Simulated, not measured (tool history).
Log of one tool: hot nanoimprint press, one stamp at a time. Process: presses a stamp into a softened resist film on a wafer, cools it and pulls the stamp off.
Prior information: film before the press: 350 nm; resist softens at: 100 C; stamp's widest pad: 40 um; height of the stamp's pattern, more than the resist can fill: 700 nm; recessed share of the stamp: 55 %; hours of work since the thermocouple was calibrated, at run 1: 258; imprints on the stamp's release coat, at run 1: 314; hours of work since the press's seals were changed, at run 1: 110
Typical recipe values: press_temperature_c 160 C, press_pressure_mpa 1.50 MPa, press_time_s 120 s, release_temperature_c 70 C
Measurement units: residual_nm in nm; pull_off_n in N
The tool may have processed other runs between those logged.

run	hour	press_temperature_c	press_pressure_mpa	press_time_s	release_temperature_c	hours of work since the thermocouple was calibrated	imprints on the stamp's release coat	hours of work since the press's seals were changed	residual_nm	pull_off_n
1	0.0	160	1.50	120	70	258	314	110	193.9	192
2	10.1	160	1.50	120	63	266	372	117	195.4	218
3	17.5	160	1.50	120	70	271	414	123	194.8	196
4	22.4	160	1.50	102	70	275	443	127	205.6	197
5	26.8	160	1.50	102	70	278	468	130	206.2	185
6	33.8	160	1.50	102	70	284	508	135	206.1	199
7	42.8	160	1.50	102	70	291	560	142	206.8	203
8	53.1	160	1.50	102	70	298	619	150	205.6	196
9	63.0	160	1.50	120	70	306	675	158	195.8	201
10	67.7	160	1.50	120	70	310	702	161	197.7	197
11	75.1	160	1.50	120	70	315	745	167	195.1	201
12	81.8	161	1.93	87	60	320	783	172	186.3	237
13	91.6	156	1.42	85	74	328	840	179	259.7	199
14	98.1	153	2.34	157	74	333	877	184	217.1	199
15	103.2	153	1.50	70	70	337	906	188	292.0	212
16	108.1	153	1.21	93	70	340	934	192	293.7	212
17	114.2	153	1.21	93	70	345	969	197	289.7	210
18	119.3	153	1.21	93	70	349	999	200	293.5	209
19	126.1	153	1.21	93	70	354	1037	206	295.1	221

Forecast each of these 4 alternatives for the next run:
A	134.5	155	1.50	120	70	360	1086	212	?	?
B	134.5	153	1.21	71	75	360	1086	212	?	?
C	134.5	153	1.21	178	70	360	1086	212	?	?
D	134.5	154	1.19	120	70	360	1086	212	?	?

run	residual_nm	pull_off_n
A	245.2	221
B	303.4	197
C	259.5	217
D	271.6	218
Take away the tool's hidden state, keep each run's random variation, and the runs would have read:
run	residual_nm	pull_off_n
A	233.2	180
B	295.3	160
C	247.6	177
D	260.8	178

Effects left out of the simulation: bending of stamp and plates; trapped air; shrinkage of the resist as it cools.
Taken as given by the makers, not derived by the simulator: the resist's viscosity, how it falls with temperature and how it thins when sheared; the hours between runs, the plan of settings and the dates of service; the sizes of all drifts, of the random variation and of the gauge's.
